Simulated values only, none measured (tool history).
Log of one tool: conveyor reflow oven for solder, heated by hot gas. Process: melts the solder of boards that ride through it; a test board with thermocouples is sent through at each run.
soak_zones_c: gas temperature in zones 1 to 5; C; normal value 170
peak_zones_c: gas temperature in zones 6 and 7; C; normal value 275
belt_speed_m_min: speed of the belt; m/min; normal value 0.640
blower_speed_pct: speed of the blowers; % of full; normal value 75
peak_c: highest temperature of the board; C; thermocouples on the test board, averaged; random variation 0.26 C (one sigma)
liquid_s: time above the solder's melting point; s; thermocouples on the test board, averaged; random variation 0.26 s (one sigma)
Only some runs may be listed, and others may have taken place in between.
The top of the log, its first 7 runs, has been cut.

run,hour,soak_zones_c,peak_zones_c,belt_speed_m_min,blower_speed_pct,hours of work since the flux was cleaned out,hours of work since the belt drive was overhauled,hours of work since the thermocouples were changed,peak_c,liquid_s
8,61.9,170,275,0.640,75,35,224,901,257.7,50.5
9,66.5,170,275,0.587,75,39,227,904,260.8,57.6
10,72.9,170,275,0.640,57,43,232,909,251.1,45.2
11,78.8,175,275,0.640,75,48,237,913,258.4,52.7
12,83.6,175,275,0.640,75,51,240,917,259.0,52.4
# hour 94.4: thermocouples of zones 6 and 7 changed
13,94.6,175,275,0.640,75,58,247,0,256.6,51.6
14,101.1,175,275,0.640,75,63,252,5,256.5,51.7
15,106.8,170,275,0.640,75,67,256,9,255.3,50.3
16,116.9,170,275,0.608,75,74,263,17,257.8,53.7
17,123.1,170,275,0.588,75,79,268,21,258.4,56.6
18,127.7,182,280,0.713,71,82,271,25,256.9,47.9
19,135.0,182,280,0.713,71,88,277,30,257.0,47.4
20,144.2,182,280,0.713,71,95,284,37,256.4,47.6
21,148.8,166,280,0.713,50,98,287,40,242.6,31.6
22,156.0,170,263,0.582,75,103,292,46,248.3,50.2
23,162.3,170,288,0.651,75,108,297,50,265.6,54.2
24,169.6,171,282,0.640,88,114,302,56,265.2,55.0
25,178.0,171,282,0.640,88,120,309,62,265.1,55.0
26,184.3,170,275,0.640,74,124,313,67,255.1,49.4

What will run 27 give?
27,191.7,170,275,0.640,74,130,319,72,?,?

Run 27 measured peak_c 255.1 C, liquid_s 49.2 s.
Without the tool's hidden state the same run would have given peak_c 256.1 C, liquid_s 49.8 s.
